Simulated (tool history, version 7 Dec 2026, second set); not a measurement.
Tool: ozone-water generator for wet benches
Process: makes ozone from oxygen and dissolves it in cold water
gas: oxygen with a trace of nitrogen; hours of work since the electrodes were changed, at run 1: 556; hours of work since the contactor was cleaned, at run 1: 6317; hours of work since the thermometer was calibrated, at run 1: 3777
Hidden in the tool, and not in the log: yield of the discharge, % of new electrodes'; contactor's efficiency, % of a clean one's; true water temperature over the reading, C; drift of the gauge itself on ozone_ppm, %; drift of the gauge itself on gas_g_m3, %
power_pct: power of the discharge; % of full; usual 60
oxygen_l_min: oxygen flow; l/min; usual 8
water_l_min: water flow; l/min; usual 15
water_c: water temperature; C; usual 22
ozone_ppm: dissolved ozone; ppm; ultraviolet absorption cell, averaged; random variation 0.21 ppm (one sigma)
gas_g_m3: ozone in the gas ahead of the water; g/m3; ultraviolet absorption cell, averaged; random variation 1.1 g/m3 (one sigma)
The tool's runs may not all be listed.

| run | hour | power_pct | oxygen_l_min | water_l_min | water_c | hours of work since the electrodes were changed | hours of work since the contactor was cleaned | hours of work since the thermometer was calibrated | ozone_ppm | gas_g_m3 |
|---|---|---|---|---|---|---|---|---|---|---|
| 1 | 0 | 60 | 8 | 15 | 22 | 556 | 6317 | 3777 | 28.7 | 190.6 |
| 2 | 66.2 | 60 | 8 | 15 | 22 | 621 | 6382 | 3841 | 28.7 | 191 |
| 3 | 154.7 | 60 | 8 | 15 | 22 | 707 | 6468 | 3928 | 28.6 | 189.9 |
| 4 | 289.5 | 60 | 8 | 19 | 22 | 839 | 6600 | 4059 | 25.2 | 191.7 |
| 5 | 359.1 | 60 | 8 | 19 | 17 | 907 | 6668 | 4127 | 27.6 | 189.9 |
| 6 | 429.9 | 60 | 8 | 15 | 22 | 976 | 6737 | 4196 | 28.7 | 189.6 |
| 7 | 500.5 | 60 | 8 | 19 | 22 | 1045 | 6806 | 4265 | 24.8 | 188.4 |
| 8 | 623.5 | 86 | 8 | 15 | 22 | 1165 | 6926 | 4385 | 34.5 | 228.5 |
|  | 633 | water thermometer calibrated |
| 9 | 696.3 | 86 | 8 | 15 | 22 | 1235 | 6996 | 62 | 34.5 | 230 |
| 10 | 791.3 | 86 | 8 | 15 | 22 | 1328 | 7089 | 155 | 34.4 | 231.6 |
| 11 | 860.5 | 86 | 6.35 | 14 | 22 | 1396 | 7157 | 222 | 37.4 | 262.1 |
| 12 | 992.2 | 69 | 8 | 18 | 23 | 1524 | 7285 | 351 | 26.7 | 203.5 |
| 13 | 1119 | 92 | 8 | 15 | 23 | 1648 | 7409 | 474 | 34.5 | 238.7 |
| 14 | 1187.5 | 72 | 5.6 | 15 | 15 | 1715 | 7476 | 541 | 37.7 | 255.5 |
| 15 | 1245.6 | 44 | 7.65 | 12 | 22 | 1771 | 7533 | 598 | 26.6 | 162 |
|  | 1258.7 | water thermometer calibrated, once more |
| 16 | 1355.9 | 48 | 8 | 20 | 25 | 1879 | 7640 | 95 | 19.7 | 165.3 |
| 17 | 1412.9 | 48 | 8 | 20 | 25 | 1934 | 7695 | 151 | 19.7 | 165.4 |
|  | 1552.9 | contactor cleaned |
| 18 | 1553 | 48 | 8 | 20 | 25 | 2067 | 0 | 283 | 21 | 163.6 |
| 19 | 1661 | 60 | 9.63 | 15 | 27 | 2172 | 105 | 389 | 25.4 | 166.2 |

Measured less the same run without the tool's hidden state. The same run-to-run variation is in both; the gauge's scatter may not be:
| run | ozone_ppm | gas_g_m3 |
|---|---|---|
| 1 | -1.8 | -1.8 |
| 2 | -1.9 | -2 |
| 3 | -1.9 | -2.2 |
| 4 | -2 | -2.6 |
| 5 | -2.2 | -2.8 |
| 6 | -2.2 | -3 |
| 7 | -2.1 | -3.2 |
| 8 | -3 | -5.1 |
| 9 | -3 | -5.4 |
| 10 | -3.1 | -5.9 |
| 11 | -3.3 | -6.9 |
| 12 | -2.6 | -5.1 |
| 13 | -3.5 | -7.6 |
| 14 | -3.7 | -7.3 |
| 15 | -2.2 | -3.5 |
| 16 | -2.1 | -4.1 |
| 17 | -2.1 | -4.2 |
| 18 | -0.7 | -4.4 |
| 19 | -1 | -5.5 |
